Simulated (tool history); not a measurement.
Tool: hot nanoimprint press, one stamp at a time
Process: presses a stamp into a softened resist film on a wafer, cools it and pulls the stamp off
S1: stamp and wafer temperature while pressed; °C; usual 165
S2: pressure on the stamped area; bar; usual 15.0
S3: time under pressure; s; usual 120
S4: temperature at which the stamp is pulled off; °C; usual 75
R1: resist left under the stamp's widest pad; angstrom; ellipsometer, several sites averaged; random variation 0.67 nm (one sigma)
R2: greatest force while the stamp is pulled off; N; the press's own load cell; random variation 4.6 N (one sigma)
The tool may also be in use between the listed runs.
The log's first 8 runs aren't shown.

run   hour   S1    S2   S3  S4    R1   R2
  9  137.0  165  14.3  120  75  3077  226
 10  147.9  165  14.3  120  75  3082  222
 11  169.5  165  14.3  120  75  3072  223
 12  187.5  165  14.3  120  75  3088  226
 13  203.4  165  15.0  120  75  3029  229
 14  218.4  165  15.0  120  75  3014  230
 15  241.7  165  15.0  120  75  3011  223
     247.1  -- gauge calibrated
 16  257.9  172  13.7  228  71  1889  236
 17  269.6  165  21.9  178  80  2178  209
 18  290.4  165  21.9  178  80  2173  206
 19  300.8  161  21.9  145  78  2764  224
 20  323.7  175  21.9  178  78  1501  219
 21  335.1  167  21.9   93  62  2663  272
 22  353.8  163  21.9   93  62  3071  269
 23  370.2  165  15.0  120  61  3024  265
 24  381.5  175  15.0  235  61  1588  260
     398.4  -- press's hydraulic seals changed and the load cell set to zero
 25  411.7  175  15.0  235  61  1592  262
 26  433.7  157  18.6  102  82  3874  207
 27  449.3  157  18.6  102  82  3869  203
 28  459.0  157  18.6  102  82  3893  204
 29  479.1  165  15.0  120  64  3010  267
 30  493.5  165  15.0  120  64  3008  261

Forecast each of these 3 alternatives for the next run:
  A  505.2  165  14.9   66  64   ?   ?
  B  505.2  165  10.4  141  68   ?   ?
  C  505.2  165  15.9  216  78   ?   ?

run    R1   R2
  A  3763  254
  B  3290  245
  C  2292  222
Without the tool's hidden state the same runs would have given:
run    R1   R2
  A  3813  250
  B  3335  242
  C  2323  219
